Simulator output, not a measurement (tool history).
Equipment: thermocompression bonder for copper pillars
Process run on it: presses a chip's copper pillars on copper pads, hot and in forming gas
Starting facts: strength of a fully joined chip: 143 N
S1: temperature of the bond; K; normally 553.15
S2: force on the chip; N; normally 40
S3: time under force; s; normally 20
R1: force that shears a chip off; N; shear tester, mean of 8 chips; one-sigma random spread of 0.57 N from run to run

run	hour	S1	S2	S3	R1
1	0	553.15	40	20	104.1
2	46.5	553.15	40	20	104.2
3	74.1	553.15	40	20	104.2
4	116.6	553.15	40	20	103.7
5	159.2	553.15	40	20	103.8
6	196.9	553.15	40	20	104.7
7	244	553.15	40	20	104.8
8	287.2	553.15	40	20	105.5
9	309.2	553.15	40	20	104.9
10	329.2	553.15	40	20	105.9
11	373.3	553.15	40	20	106.4
12	414.4	553.15	40	20	106.4
13	438	540.15	40	20	94.1
14	479.3	575.15	40	20	122.3
15	517	553.15	41	20	107
16	563.4	553.15	40	20	107.1
17	604.5	553.15	40	20	106.1
18	640.8	553.15	40	20	106.8
19	682.8	553.15	40	20	106.9
20	723.1	553.15	40	20	107
21	764.7	534.15	36	20	82.7
22	803.6	533.15	53	20	105.8
23	836.3	547.15	40	48	121.6
24	881.2	529.15	47	44	111.1
25	916.6	529.15	47	44	112.8
26	937.6	533.15	25	41	75.3
27	970.4	526.15	33	41	85.5
28	1012.8	526.15	33	41	86
29	1059.5	526.15	33	41	86.6
30	1103.2	526.15	33	41	86.4
31	1149.1	553.15	40	14	96.3
32	1180.8	582.15	40	22	127.5
33	1225.9	582.15	40	22	127.9
34	1255.4	582.15	41	22	128.3
35	1295	533.15	58	20	111
36	1317.5	533.15	58	20	111.1
37	1355.3	542.15	59	28	125.9
38	1397.3	525.15	27	19	56

Removed from this log: 6 entries logged between the listed runs. Between which two listed runs does each belong, and how does the tool's hidden state at the listed run before it compare with that at the listed run after it?
From run 9 to run 10: forming gas filter changed (hour 327)
  oxide that the forming gas leaves, % of the face: 0.79 -> 0.5; drift of the gauge itself on shear_n, %: 1.05 -> 1.12
  measured minus no-state result, R1: +0.9 -> +1.3 N
From run 22 to run 23: forming gas filter changed (hour 828.3)
  true temperature of the bond over the reading, C: 0.1 -> 0.2; oxide that the forming gas leaves, % of the face: 0.79 -> 0.51; drift of the gauge itself on shear_n, %: 2.73 -> 2.84
  measured minus no-state result, R1: +2.8 -> +3.6 N
From run 23 to run 24: gauge calibrated (hour 846.1)
  oxide that the forming gas leaves, % of the face: 0.51 -> 0.54; drift of the gauge itself on shear_n, %: 2.84 -> 0.12
  measured minus no-state result, R1: +3.6 -> +0.3 N
From run 24 to run 25: heater calibrated with a thermocouple chip (hour 910.5)
  true temperature of the bond over the reading, C: 0.2 -> 0; oxide that the forming gas leaves, % of the face: 0.54 -> 0.56; drift of the gauge itself on shear_n, %: 0.12 -> 0.23
  measured minus no-state result, R1: +0.3 -> +0.3 N
From run 29 to run 30: force cell calibrated (hour 1080.1)
  force that reaches the chip, % of what is set: 100.2 -> 100; oxide that the forming gas leaves, % of the face: 0.64 -> 0.67; drift of the gauge itself on shear_n, %: 0.72 -> 0.86
  measured minus no-state result, R1: +0.6 -> +0.6 N
From run 36 to run 37: forming gas filter changed (hour 1330.9)
  oxide that the forming gas leaves, % of the face: 0.8 -> 0.52; drift of the gauge itself on shear_n, %: 1.59 -> 1.72
  measured minus no-state result, R1: +1.5 -> +2.1 N
